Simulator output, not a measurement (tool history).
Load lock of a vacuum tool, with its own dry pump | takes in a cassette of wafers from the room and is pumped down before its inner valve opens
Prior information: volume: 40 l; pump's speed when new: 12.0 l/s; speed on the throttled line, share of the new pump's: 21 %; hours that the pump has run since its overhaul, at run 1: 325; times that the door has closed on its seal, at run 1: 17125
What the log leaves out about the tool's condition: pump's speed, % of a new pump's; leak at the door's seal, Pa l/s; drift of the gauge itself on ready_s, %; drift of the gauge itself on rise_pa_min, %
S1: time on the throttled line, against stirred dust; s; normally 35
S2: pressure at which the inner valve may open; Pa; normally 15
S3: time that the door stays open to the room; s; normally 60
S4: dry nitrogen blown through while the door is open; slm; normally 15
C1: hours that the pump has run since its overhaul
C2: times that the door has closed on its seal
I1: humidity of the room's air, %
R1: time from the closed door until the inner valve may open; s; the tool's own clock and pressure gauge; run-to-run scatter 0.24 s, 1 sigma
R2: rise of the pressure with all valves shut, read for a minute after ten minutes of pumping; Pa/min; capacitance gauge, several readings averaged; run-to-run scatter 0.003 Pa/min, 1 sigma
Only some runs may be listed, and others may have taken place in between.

Run 1, day 0: usual settings; C1 325; C2 17125; I1 43.2. Result: R1 57.5 s, R2 0.024 Pa/min.
Run 2, day 4.879: usual settings; C1 442; C2 17310; I1 44.8. Result: R1 57.1 s, R2 0.034 Pa/min.
Run 3, day 14.6: usual settings; C1 675; C2 17677; I1 42.2. Result: R1 57.6 s, R2 0.028 Pa/min.
Run 4, day 21.658: usual settings but S1 47 s; C1 844; C2 17944; I1 45.9. Result: R1 67.4 s, R2 0.024 Pa/min.
Run 5, day 27.238: usual settings but S1 34 s; C1 978; C2 18155; I1 45. Result: R1 56.5 s, R2 0.032 Pa/min.
Run 6, day 39.179: usual settings but S4 36 slm; C1 1265; C2 18606; I1 45.1. Result: R1 57.3 s, R2 0.024 Pa/min.
Run 7, day 50.312: usual settings; C1 1532; C2 19027; I1 46.3. Result: R1 57.2 s, R2 0.029 Pa/min.

Run 8, settings as shown, results not yet in. Your forecast:
Run 8, day 56.546: usual settings but S1 27 s, S2 26 Pa, S3 63 s; C1 1682; C2 19262; I1 44.1. Result: R1 ?, R2 ?.

R1: 49.3 s
R2: 0.03 Pa/min
Without the tool's hidden state the same run would have given R1 49.3 s, R2 0.029 Pa/min.

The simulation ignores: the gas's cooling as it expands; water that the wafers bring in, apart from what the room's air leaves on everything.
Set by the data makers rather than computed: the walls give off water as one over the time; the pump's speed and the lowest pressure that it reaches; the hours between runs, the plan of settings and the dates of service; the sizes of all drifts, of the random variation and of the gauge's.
